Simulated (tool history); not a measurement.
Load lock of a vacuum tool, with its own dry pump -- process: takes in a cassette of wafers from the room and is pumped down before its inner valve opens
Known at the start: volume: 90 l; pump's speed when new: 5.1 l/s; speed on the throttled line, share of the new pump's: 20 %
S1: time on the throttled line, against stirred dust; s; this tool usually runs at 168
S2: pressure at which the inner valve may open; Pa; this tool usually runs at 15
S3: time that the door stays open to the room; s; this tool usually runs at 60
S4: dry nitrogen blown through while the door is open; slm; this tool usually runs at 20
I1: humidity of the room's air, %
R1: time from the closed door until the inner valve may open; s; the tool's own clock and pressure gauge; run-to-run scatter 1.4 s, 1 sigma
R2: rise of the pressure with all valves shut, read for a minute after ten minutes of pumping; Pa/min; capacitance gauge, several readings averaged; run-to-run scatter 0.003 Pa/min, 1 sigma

| run | hour | S1 | S2 | S3 | S4 | I1 | R1 | R2 |
|---|---|---|---|---|---|---|---|---|
| 1 | 0 | 168 | 15 | 60 | 20 | 45.7 | 292.1 | 0.03 |
| 2 | 111 | 168 | 15 | 60 | 20 | 44.8 | 289.7 | 0.032 |
| 3 | 214.5 | 168 | 15 | 60 | 20 | 44.9 | 290.9 | 0.035 |
| 4 | 279.8 | 168 | 15 | 60 | 20 | 46.2 | 293.2 | 0.029 |
| 5 | 356.1 | 168 | 15 | 60 | 20 | 47.6 | 290.6 | 0.032 |
| 6 | 430.5 | 163 | 15 | 60 | 20 | 44 | 288.2 | 0.029 |
| 7 | 515.4 | 162 | 20 | 60 | 40 | 49 | 281.5 | 0.025 |
| 8 | 587.6 | 307 | 15 | 196 | 5 | 43.7 | 403.8 | 0.067 |
| 9 | 705.8 | 307 | 15 | 196 | 5 | 44.9 | 401.8 | 0.072 |
| 10 | 776.6 | 307 | 15 | 156 | 5 | 46.2 | 402.7 | 0.073 |

4 options for the next run, each taken on its own from the tool as it stands now. Forecast them:
| A | 873.5 | 147 | 15 | 60 | 20 | 46.1 | ? | ? |
| B | 873.5 | 168 | 15 | 196 | 20 | 45.9 | ? | ? |
| C | 873.5 | 168 | 15 | 209 | 23 | 49.6 | ? | ? |
| D | 873.5 | 168 | 20 | 118 | 15 | 45.4 | ? | ? |

| run | R1 | R2 |
|---|---|---|
| A | 274.2 | 0.032 |
| B | 288.6 | 0.052 |
| C | 292.1 | 0.056 |
| D | 286.5 | 0.044 |
Had the tool no hidden state, the same runs would have come out as:
| run | R1 | R2 |
|---|---|---|
| A | 274.2 | 0.032 |
| B | 288.6 | 0.052 |
| C | 292.1 | 0.056 |
| D | 286.5 | 0.044 |

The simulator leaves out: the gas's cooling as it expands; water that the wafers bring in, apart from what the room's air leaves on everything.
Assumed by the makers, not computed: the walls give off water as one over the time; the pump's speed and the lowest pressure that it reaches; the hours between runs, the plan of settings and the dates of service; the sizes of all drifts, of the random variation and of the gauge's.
